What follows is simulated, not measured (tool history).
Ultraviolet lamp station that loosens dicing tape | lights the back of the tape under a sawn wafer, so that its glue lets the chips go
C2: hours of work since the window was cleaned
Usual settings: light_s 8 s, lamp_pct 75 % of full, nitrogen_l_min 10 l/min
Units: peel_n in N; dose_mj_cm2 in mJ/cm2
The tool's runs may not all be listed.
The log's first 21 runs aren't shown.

run 22 hour=648.5 | light_s=5 lamp_pct=90 nitrogen_l_min=4 | hours_of_work_of_the_lamp=808 C2=93 | peel_n=2.014 dose_mj_cm2=175
run 23 hour=681.5 | light_s=5 lamp_pct=90 nitrogen_l_min=4 | hours_of_work_of_the_lamp=826 C2=111 | peel_n=1.981 dose_mj_cm2=172
-- hour=688 lamp changed
run 24 hour=713.2 | light_s=16 lamp_pct=70 nitrogen_l_min=10 | hours_of_work_of_the_lamp=14 C2=127 | peel_n=0.134 dose_mj_cm2=423
run 25 hour=740 | light_s=16 lamp_pct=70 nitrogen_l_min=10 | hours_of_work_of_the_lamp=28 C2=142 | peel_n=0.132 dose_mj_cm2=424
run 26 hour=774.9 | light_s=16 lamp_pct=70 nitrogen_l_min=10 | hours_of_work_of_the_lamp=47 C2=161 | peel_n=0.139 dose_mj_cm2=424
run 27 hour=813.4 | light_s=9 lamp_pct=87 nitrogen_l_min=4 | hours_of_work_of_the_lamp=67 C2=181 | peel_n=0.673 dose_mj_cm2=298
run 28 hour=853.5 | light_s=9 lamp_pct=96 nitrogen_l_min=4 | hours_of_work_of_the_lamp=89 C2=203 | peel_n=0.519 dose_mj_cm2=333
run 29 hour=874.1 | light_s=6 lamp_pct=75 nitrogen_l_min=4 | hours_of_work_of_the_lamp=100 C2=214 | peel_n=1.958 dose_mj_cm2=171
run 30 hour=892.5 | light_s=7 lamp_pct=86 nitrogen_l_min=17 | hours_of_work_of_the_lamp=110 C2=224 | peel_n=0.338 dose_mj_cm2=230
run 31 hour=922.4 | light_s=10 lamp_pct=84 nitrogen_l_min=4 | hours_of_work_of_the_lamp=126 C2=240 | peel_n=0.578 dose_mj_cm2=317
run 32 hour=955.9 | light_s=9 lamp_pct=84 nitrogen_l_min=3 | hours_of_work_of_the_lamp=144 C2=258 | peel_n=0.93 dose_mj_cm2=285

4 ways to go on from here, each from the tool as it stands after run 32. What would each give?
run A hour=993.3 | light_s=5 lamp_pct=75 nitrogen_l_min=7 | hours_of_work_of_the_lamp=164 C2=278 | peel_n=? dose_mj_cm2=?
run B hour=993.3 | light_s=13 lamp_pct=76 nitrogen_l_min=17 | hours_of_work_of_the_lamp=164 C2=278 | peel_n=? dose_mj_cm2=?
run C hour=993.3 | light_s=7 lamp_pct=77 nitrogen_l_min=4 | hours_of_work_of_the_lamp=164 C2=278 | peel_n=? dose_mj_cm2=?
run D hour=993.3 | light_s=9 lamp_pct=61 nitrogen_l_min=3 | hours_of_work_of_the_lamp=164 C2=278 | peel_n=? dose_mj_cm2=?

run=A peel_n=1.864 dose_mj_cm2=146
run=B peel_n=0.13 dose_mj_cm2=375
run=C peel_n=1.445 dose_mj_cm2=204
run=D peel_n=1.778 dose_mj_cm2=207
Without the tool's hidden state the same runs would have given:
run=A peel_n=1.859 dose_mj_cm2=146
run=B peel_n=0.13 dose_mj_cm2=376
run=C peel_n=1.44 dose_mj_cm2=204
run=D peel_n=1.772 dose_mj_cm2=207
